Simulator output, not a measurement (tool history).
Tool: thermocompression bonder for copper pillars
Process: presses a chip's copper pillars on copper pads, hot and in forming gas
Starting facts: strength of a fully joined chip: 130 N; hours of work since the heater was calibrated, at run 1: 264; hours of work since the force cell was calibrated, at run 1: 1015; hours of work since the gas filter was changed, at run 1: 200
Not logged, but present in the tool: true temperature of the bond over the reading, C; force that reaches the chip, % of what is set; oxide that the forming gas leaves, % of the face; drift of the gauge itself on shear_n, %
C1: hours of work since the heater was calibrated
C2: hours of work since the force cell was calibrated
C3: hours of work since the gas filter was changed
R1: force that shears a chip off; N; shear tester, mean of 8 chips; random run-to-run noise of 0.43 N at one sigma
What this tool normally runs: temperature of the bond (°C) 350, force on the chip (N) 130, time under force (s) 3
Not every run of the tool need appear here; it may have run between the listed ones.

Run 1, hour 0: usual settings; C1 264; C2 1015; C3 200. Result: R1 58.8 N.
Run 2, hour 58.2: usual settings; C1 305; C2 1056; C3 242. Result: R1 57.1 N.
Run 3, hour 116.8: usual settings; C1 347; C2 1098; C3 284. Result: R1 57.6 N.
At hour 145.4: force cell calibrated.
At hour 152.6: forming gas filter changed.
Run 4, hour 152.6: usual settings; C1 371; C2 5; C3 0. Result: R1 59.6 N.
Run 5, hour 182.7: usual settings; C1 392; C2 26; C3 21. Result: R1 58.6 N.
Run 6, hour 210.7: usual settings; C1 412; C2 46; C3 41. Result: R1 59.3 N.
Run 7, hour 267.3: usual settings; C1 452; C2 86; C3 82. Result: R1 58 N.
Run 8, hour 313.2: usual settings; C1 485; C2 119; C3 114. Result: R1 59.4 N.
Run 9, hour 338.3: usual settings; C1 503; C2 137; C3 132. Result: R1 59 N.
Run 10, hour 376: usual settings but time under force (s) 4; C1 530; C2 164; C3 159. Result: R1 64.8 N.
Run 11, hour 429.4: usual settings but temperature of the bond (°C) 343, force on the chip (N) 126, time under force (s) 2; C1 568; C2 202; C3 197. Result: R1 46.3 N.
Run 12, hour 485.8: usual settings but time under force (s) 4; C1 608; C2 242; C3 237. Result: R1 63 N.
Run 13, hour 537.5: usual settings but temperature of the bond (°C) 342, force on the chip (N) 168, time under force (s) 4; C1 645; C2 279; C3 274. Result: R1 66.8 N.
Run 14, hour 563.6: usual settings but temperature of the bond (°C) 327, force on the chip (N) 82, time under force (s) 7; C1 664; C2 297; C3 293. Result: R1 50.4 N.
At hour 588.4: forming gas filter changed.
Run 15, hour 589.7: usual settings but temperature of the bond (°C) 327, force on the chip (N) 82, time under force (s) 7; C1 682; C2 316; C3 1. Result: R1 54.7 N.
Run 16, hour 619.4: usual settings but temperature of the bond (°C) 327, force on the chip (N) 82, time under force (s) 7; C1 703; C2 337; C3 22. Result: R1 54.3 N.
Run 17, hour 662: usual settings but temperature of the bond (°C) 357, force on the chip (N) 172, time under force (s) 7; C1 733; C2 367; C3 52. Result: R1 93.3 N.
Run 18, hour 710.3: usual settings but force on the chip (N) 92, time under force (s) 5; C1 768; C2 402; C3 87. Result: R1 62.1 N.
Run 19, hour 772.4: usual settings but temperature of the bond (°C) 339, force on the chip (N) 94; C1 812; C2 446; C3 131. Result: R1 46.3 N.
Run 20, hour 799.1: usual settings but temperature of the bond (°C) 339, force on the chip (N) 94; C1 831; C2 465; C3 150. Result: R1 46.6 N.

Below are 4 alternative next runs, each starting from the tool's condition after run 20. Predict each:
Run A, hour 853.2: usual settings but temperature of the bond (°C) 366, force on the chip (N) 146; C1 869; C2 503; C3 189. Result: R1 ?.
Run B, hour 853.2: usual settings but temperature of the bond (°C) 338, force on the chip (N) 109, time under force (s) 4; C1 869; C2 503; C3 189. Result: R1 ?.
Run C, hour 853.2: usual settings but temperature of the bond (°C) 339, force on the chip (N) 94, time under force (s) 5; C1 869; C2 503; C3 189. Result: R1 ?.
Run D, hour 853.2: usual settings but temperature of the bond (°C) 321, force on the chip (N) 131; C1 869; C2 503; C3 189. Result: R1 ?.

run    R1
  A  71.5
  B  54.9
  C  55.5
  D  46.2
Take away the tool's hidden state, keep each run's random variation, and the runs would have read:
run    R1
  A    70
  B  52.7
  C  53.4
  D  43.9
